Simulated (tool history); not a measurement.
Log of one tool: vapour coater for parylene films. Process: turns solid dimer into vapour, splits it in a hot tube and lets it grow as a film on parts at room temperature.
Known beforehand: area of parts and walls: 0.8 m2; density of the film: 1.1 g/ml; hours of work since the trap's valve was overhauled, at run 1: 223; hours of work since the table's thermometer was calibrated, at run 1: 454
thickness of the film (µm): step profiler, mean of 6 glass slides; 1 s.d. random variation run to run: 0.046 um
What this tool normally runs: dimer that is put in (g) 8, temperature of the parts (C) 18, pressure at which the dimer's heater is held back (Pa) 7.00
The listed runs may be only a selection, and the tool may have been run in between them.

run,hour,dimer that is put in (g),temperature of the parts (C),pressure at which the dimer's heater is held back (Pa),hours of work since the trap's valve was overhauled,hours of work since the table's thermometer was calibrated,thickness of the film (µm)
1,0.0,8,18,7.00,223,454,4.89
2,20.2,8,18,7.00,239,470,4.90
3,39.8,8,18,7.00,255,487,4.90
4,49.8,13,18,7.00,264,495,7.91
5,64.6,13,18,7.00,276,507,7.85
6,88.9,13,27,7.00,296,527,5.10
7,104.1,8,18,7.00,308,540,4.79
8,117.1,8,18,7.00,319,550,4.71
9,133.8,8,18,7.00,333,564,4.72
10,152.8,8,18,7.00,349,580,4.65
11,164.1,8,18,7.00,358,589,4.71
# hour 181.0: trap's valve overhauled
12,188.1,8,18,7.00,6,605,5.40
13,199.0,8,18,9.56,15,615,5.14
14,222.8,8,18,9.56,34,634,5.15
15,245.5,6,18,7.00,53,653,3.92
16,265.2,6,18,7.00,69,669,3.94
17,282.0,14,18,7.00,83,683,9.12
18,295.1,14,18,7.00,94,694,9.10
19,315.6,10,18,7.00,111,711,6.50
20,336.6,8,14,7.00,128,728,6.18
21,355.7,8,18,7.00,144,744,5.22
22,369.0,8,18,7.00,155,755,5.12
23,383.6,8,18,8.15,167,767,4.98
24,405.6,8,18,8.15,185,785,4.95
25,422.6,8,18,8.15,199,799,4.94
26,434.0,8,19,8.78,209,808,4.65
27,444.6,4,18,7.00,217,817,2.54
28,459.3,4,30,6.68,229,829,1.45
29,483.1,4,30,6.68,249,849,1.44
30,497.9,4,30,6.68,261,861,1.41
31,518.7,8,14,2.53,278,878,6.88
# hour 527.4: table's thermometer calibrated
32,540.3,6,10,2.53,295,11,5.78
33,554.6,8,26,9.98,307,22,3.03
34,573.0,8,26,9.98,322,38,3.05
35,594.7,4,11,2.77,340,55,3.59

What does the tool deliver on the next run?
36,612.0,8,18,8.49,354,70,?

{"run 36": {"thickness of the film (µm)": 4.45}}
If the tool had no hidden condition, the same run with the same run-to-run variation would have returned thickness of the film (µm) 5.09.
